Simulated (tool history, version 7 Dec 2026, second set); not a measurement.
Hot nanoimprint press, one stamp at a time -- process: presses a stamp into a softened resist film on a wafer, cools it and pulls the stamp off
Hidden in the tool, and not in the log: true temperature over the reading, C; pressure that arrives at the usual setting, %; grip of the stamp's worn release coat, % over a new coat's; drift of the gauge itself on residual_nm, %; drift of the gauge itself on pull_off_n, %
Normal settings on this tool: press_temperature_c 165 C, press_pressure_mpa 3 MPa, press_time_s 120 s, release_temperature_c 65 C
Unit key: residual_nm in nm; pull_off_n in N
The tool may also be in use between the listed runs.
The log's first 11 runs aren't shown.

| run | day | press_temperature_c | press_pressure_mpa | press_time_s | release_temperature_c | hours of work since the thermocouple was calibrated | imprints on the stamp's release coat | hours of work since the press's seals were changed | residual_nm | pull_off_n |
|---|---|---|---|---|---|---|---|---|---|---|
| 12 | 13.442 | 165 | 3.89 | 120 | 65 | 242 | 727 | 726 | 131.6 | 197 |
|  | 14.212 | press's hydraulic seals changed and the load cell set to zero |
| 13 | 15.225 | 165 | 3.89 | 120 | 65 | 260 | 852 | 13 | 131.6 | 199 |
| 14 | 16.904 | 165 | 3 | 120 | 53 | 281 | 997 | 34 | 144.9 | 245 |
| 15 | 17.829 | 165 | 2.73 | 120 | 53 | 293 | 1077 | 45 | 149.7 | 233 |
|  | 18.175 | plate thermocouple calibrated |
| 16 | 19.688 | 168 | 4.35 | 150 | 65 | 19 | 1227 | 67 | 103.6 | 205 |
| 17 | 20.912 | 156 | 4.6 | 143 | 64 | 34 | 1333 | 83 | 159.7 | 207 |
| 18 | 21.746 | 159 | 3 | 120 | 67 | 45 | 1406 | 93 | 174 | 194 |
|  | 22.767 | stamp cleaned and given a new release coat |
| 19 | 23.696 | 162 | 3 | 114 | 65 | 66 | 81 | 114 | 162.2 | 200 |
| 20 | 24.758 | 160 | 3 | 114 | 65 | 80 | 173 | 128 | 171.9 | 190 |
| 21 | 26.021 | 163 | 3 | 158 | 65 | 95 | 282 | 144 | 142.7 | 197 |
| 22 | 26.917 | 163 | 2.09 | 64 | 56 | 107 | 359 | 155 | 198.9 | 237 |
| 23 | 27.762 | 163 | 2.09 | 64 | 56 | 117 | 432 | 165 | 198.1 | 233 |
| 24 | 29.096 | 163 | 2.09 | 64 | 56 | 134 | 548 | 182 | 199.2 | 229 |
| 25 | 30.15 | 163 | 2.09 | 64 | 64 | 147 | 639 | 195 | 199.2 | 203 |
| 26 | 31.5 | 163 | 2.09 | 64 | 64 | 164 | 756 | 212 | 198.8 | 209 |
| 27 | 33.258 | 156 | 3 | 120 | 65 | 186 | 908 | 235 | 188.7 | 196 |
| 28 | 34.9 | 165 | 3 | 67 | 57 | 207 | 1050 | 255 | 171.6 | 222 |
| 29 | 35.85 | 158 | 3 | 84 | 61 | 219 | 1132 | 267 | 193.9 | 215 |
| 30 | 36.988 | 158 | 3 | 84 | 61 | 233 | 1230 | 281 | 194.1 | 213 |

Predict each of these 4 candidate next runs independently; none follows another, all start after run 30:
| A | 38.425 | 168 | 4.11 | 84 | 50 | 251 | 1355 | 299 | ? | ? |
| B | 38.425 | 157 | 3 | 68 | 65 | 251 | 1355 | 299 | ? | ? |
| C | 38.425 | 165 | 1.97 | 120 | 65 | 251 | 1355 | 299 | ? | ? |
| D | 38.425 | 165 | 3 | 120 | 56 | 251 | 1355 | 299 | ? | ? |

| run | residual_nm | pull_off_n |
|---|---|---|
| A | 130.8 | 251 |
| B | 205.4 | 203 |
| C | 167.4 | 203 |
| D | 145.5 | 230 |
Take away the tool's hidden state, keep each run's random variation, and the runs would have read:
| run | residual_nm | pull_off_n |
|---|---|---|
| A | 130.9 | 248 |
| B | 205.5 | 201 |
| C | 167.6 | 201 |
| D | 145.7 | 227 |
